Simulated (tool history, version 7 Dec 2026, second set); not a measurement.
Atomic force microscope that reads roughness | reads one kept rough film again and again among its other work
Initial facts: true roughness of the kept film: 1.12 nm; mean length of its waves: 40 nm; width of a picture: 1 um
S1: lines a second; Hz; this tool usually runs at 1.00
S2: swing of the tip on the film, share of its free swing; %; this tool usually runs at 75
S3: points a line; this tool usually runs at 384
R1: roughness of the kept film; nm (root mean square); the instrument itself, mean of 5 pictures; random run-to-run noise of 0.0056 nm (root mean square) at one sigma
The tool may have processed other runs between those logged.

run,hour,S1,S2,S3,R1
1,0.0,1.00,75,384,0.989
2,11.8,1.71,75,384,0.939
3,24.2,1.00,75,384,0.989
4,39.4,1.00,75,384,0.995
5,50.9,1.00,75,384,0.976
6,58.6,1.42,75,384,0.942
7,68.0,1.42,75,384,0.937
8,75.8,2.14,75,384,0.889
9,85.1,1.00,72,384,0.984
10,97.9,1.00,75,384,0.962
11,114.6,1.00,75,384,0.955
12,125.9,1.00,75,384,0.958
13,138.6,1.00,75,384,0.947
14,154.9,1.00,75,384,0.949
15,162.7,1.00,75,384,0.946
16,171.7,1.18,75,384,0.925
17,182.8,1.18,75,384,0.923
18,190.5,1.00,56,384,0.985
19,199.9,1.00,58,384,0.976
20,210.2,1.00,75,384,0.922
21,220.0,1.00,75,384,0.923
22,233.5,1.00,75,384,0.914
# hour 235.4: new tip fitted
23,242.5,1.00,75,384,0.999
24,255.8,1.00,67,384,1.029
25,271.4,1.00,75,384,0.997
26,287.3,1.00,75,384,0.978
27,299.6,1.00,75,384,0.969
28,316.5,1.00,75,384,0.973
29,326.5,3.38,58,384,0.958
30,341.8,3.38,83,384,0.723
31,351.0,3.38,83,330,0.715
32,367.8,1.00,73,565,0.962
33,379.2,0.74,82,495,0.960
34,387.4,0.74,82,495,0.954
35,403.4,2.27,56,327,0.963
36,416.0,1.00,75,332,0.951
37,431.2,2.43,75,829,0.836
38,448.1,1.00,68,467,0.956
39,464.8,1.00,68,467,0.949
# hour 471.6: new tip fitted
40,475.3,1.00,68,467,1.026
41,486.9,1.00,68,467,1.012
42,500.9,3.07,89,518,0.707
43,512.8,3.07,89,518,0.696
44,529.4,2.11,75,951,0.902
45,544.9,2.11,75,951,0.889
46,561.4,2.11,75,951,0.902
47,577.6,2.11,75,951,0.889
48,588.3,1.00,66,552,0.993
49,597.3,1.07,66,374,0.971
50,612.9,1.07,77,539,0.933
51,626.8,2.48,72,635,0.866
52,644.0,0.89,73,384,0.960
53,659.5,0.89,73,384,0.948
54,667.4,1.00,72,259,0.943

Consider 3 possible next runs. They are alternatives, not a sequence: every one starts from the tool as it was left by run 54. What does each give?
A,680.1,2.61,89,384,?
B,680.1,1.17,75,737,?
C,680.1,1.07,75,384,?

run,R1
A,0.701
B,0.920
C,0.925
What these runs would have given with no unlogged condition in the tool:
run,R1
A,0.752
B,0.988
C,0.992
